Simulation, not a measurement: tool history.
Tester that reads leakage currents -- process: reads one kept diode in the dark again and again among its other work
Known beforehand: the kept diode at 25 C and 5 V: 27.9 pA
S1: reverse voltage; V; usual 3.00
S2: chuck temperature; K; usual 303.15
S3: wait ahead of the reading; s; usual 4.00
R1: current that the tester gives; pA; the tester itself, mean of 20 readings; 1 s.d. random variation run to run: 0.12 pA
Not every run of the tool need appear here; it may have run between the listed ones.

run     day     S1      S2    S3     R1
  1   0.000   3.00  303.15  4.00  35.84
  2   2.917   3.00  303.15  4.10  35.69
  3   4.925   3.00  303.15  4.10  36.04
  4   7.650   3.00  303.15  4.00  35.91
      8.067  -- probe card cleaned and baked
  5  11.204   3.00  303.15  4.00  35.96
     13.946  -- chuck's temperature calibrated
  6  15.717   3.00  303.15  4.00  37.60
  7  17.567   4.98  303.15  4.00  46.61
  8  20.904   4.98  303.15  4.00  46.82
  9  23.600   4.98  303.15  4.00  47.21
 10  27.979   4.98  303.15  4.00  47.28
 11  30.758  11.19  301.15  4.00  57.84

4 options for the next run, each taken on its own from the tool as it stands now. Forecast them:
     32.275  -- probe card cleaned and baked, once more
  A  35.133  1.11  314.15  0.36   ?
     32.275  -- probe card cleaned and baked, once more
  B  35.133  3.00  313.15  0.51   ?
     32.275  -- probe card cleaned and baked, once more
  C  35.133  3.00  309.15  1.94   ?
     32.275  -- probe card cleaned and baked, once more
  D  35.133  2.62  305.15  3.05   ?

run     R1
  A  64.60
  B  90.22
  C  62.83
  D  40.95
Stripped of hidden state, with their random variation kept, the same runs would have yielded:
run     R1
  A  65.54
  B  91.47
  C  63.69
  D  41.50
